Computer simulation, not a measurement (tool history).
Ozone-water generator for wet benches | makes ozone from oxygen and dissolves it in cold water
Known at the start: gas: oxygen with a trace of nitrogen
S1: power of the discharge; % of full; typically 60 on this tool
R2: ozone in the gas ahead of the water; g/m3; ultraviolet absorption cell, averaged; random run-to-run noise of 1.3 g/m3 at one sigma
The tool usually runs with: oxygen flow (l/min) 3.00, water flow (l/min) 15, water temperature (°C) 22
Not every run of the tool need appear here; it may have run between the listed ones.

Run 1, hour 0.0: usual settings. Result: dissolved ozone (ppm) 16.8, R2 236.4 g/m3.
Run 2, hour 113.4: usual settings. Result: dissolved ozone (ppm) 16.6, R2 237.7 g/m3.
Run 3, hour 195.8: usual settings. Result: dissolved ozone (ppm) 16.6, R2 236.2 g/m3.
Run 4, hour 269.9: usual settings but S1 42 % of full. Result: dissolved ozone (ppm) 13.2, R2 186.8 g/m3.
Run 5, hour 376.1: usual settings. Result: dissolved ozone (ppm) 16.6, R2 236.1 g/m3.
Run 6, hour 480.0: usual settings. Result: dissolved ozone (ppm) 16.5, R2 236.4 g/m3.
Run 7, hour 576.1: usual settings but S1 97 % of full. Result: dissolved ozone (ppm) 22.8, R2 327.8 g/m3.
Run 8, hour 684.6: usual settings but S1 69 % of full. Result: dissolved ozone (ppm) 18.2, R2 259.9 g/m3.
Run 9, hour 770.0: usual settings but oxygen flow (l/min) 2.08. Result: dissolved ozone (ppm) 17.1, R2 306.7 g/m3.
Run 10, hour 843.6: usual settings. Result: dissolved ozone (ppm) 16.9, R2 236.8 g/m3.
Run 11, hour 949.3: usual settings. Result: dissolved ozone (ppm) 16.5, R2 238.9 g/m3.
Run 12, hour 1063.7: usual settings. Result: dissolved ozone (ppm) 16.6, R2 239.6 g/m3.
Run 13, hour 1115.0: usual settings. Result: dissolved ozone (ppm) 16.6, R2 237.0 g/m3.
Run 14, hour 1174.1: usual settings. Result: dissolved ozone (ppm) 16.6, R2 240.3 g/m3.
Run 15, hour 1288.9: usual settings. Result: dissolved ozone (ppm) 16.4, R2 237.6 g/m3.
Run 16, hour 1340.3: usual settings. Result: dissolved ozone (ppm) 16.6, R2 240.5 g/m3.
Run 17, hour 1433.9: usual settings but water flow (l/min) 12. Result: dissolved ozone (ppm) 20.6, R2 239.7 g/m3.
Run 18, hour 1518.0: usual settings but water flow (l/min) 16, water temperature (°C) 21. Result: dissolved ozone (ppm) 15.7, R2 238.8 g/m3.
Run 19, hour 1624.4: usual settings but water flow (l/min) 16, water temperature (°C) 21. Result: dissolved ozone (ppm) 15.7, R2 242.0 g/m3.
Run 20, hour 1698.4: usual settings. Result: dissolved ozone (ppm) 16.5, R2 240.2 g/m3.
Run 21, hour 1792.2: usual settings but water temperature (°C) 23. Result: dissolved ozone (ppm) 16.2, R2 239.9 g/m3.
Run 22, hour 1888.1: usual settings but water flow (l/min) 23. Result: dissolved ozone (ppm) 10.3, R2 240.7 g/m3.
Run 23, hour 1968.1: usual settings but water flow (l/min) 10. Result: dissolved ozone (ppm) 24.2, R2 239.7 g/m3.
Run 24, hour 2066.8: usual settings but water flow (l/min) 10. Result: dissolved ozone (ppm) 24.2, R2 241.0 g/m3.
Run 25, hour 2166.6: usual settings but water flow (l/min) 10. Result: dissolved ozone (ppm) 24.1, R2 240.2 g/m3.
Run 26, hour 2219.9: usual settings but S1 41 % of full, oxygen flow (l/min) 3.28, water temperature (°C) 23. Result: dissolved ozone (ppm) 12.7, R2 177.2 g/m3.
Run 27, hour 2288.5: usual settings but S1 69 % of full, oxygen flow (l/min) 2.96, water flow (l/min) 18, water temperature (°C) 18. Result: dissolved ozone (ppm) 15.9, R2 267.9 g/m3.
Run 28, hour 2388.0: usual settings but S1 61 % of full, oxygen flow (l/min) 2.31, water flow (l/min) 20. Result: dissolved ozone (ppm) 12.3, R2 289.6 g/m3.
Run 29, hour 2499.5: usual settings but S1 91 % of full, oxygen flow (l/min) 3.60, water flow (l/min) 20, water temperature (°C) 19. Result: dissolved ozone (ppm) 16.8, R2 280.3 g/m3.
Run 30, hour 2557.7: usual settings but S1 92 % of full, water flow (l/min) 11. Result: dissolved ozone (ppm) 29.4, R2 321.6 g/m3.
Run 31, hour 2662.5: usual settings but S1 92 % of full, water flow (l/min) 11. Result: dissolved ozone (ppm) 30.0, R2 318.1 g/m3.
Run 32, hour 2734.1: usual settings but S1 92 % of full, water flow (l/min) 11. Result: dissolved ozone (ppm) 29.5, R2 321.9 g/m3.

Taken out of this log: 1 entry between the listed runs. Where each belongs, and how the hidden state differs across it:
In the gap between runs 30 and 31: water thermometer calibrated (hour 2640.5)
  drift of the gauge itself on gas_g_m3, %: 2.3 -> 2.39
  the result without the hidden state subtracted from the measured one, R2: +7.1 -> +7.4 g/m3
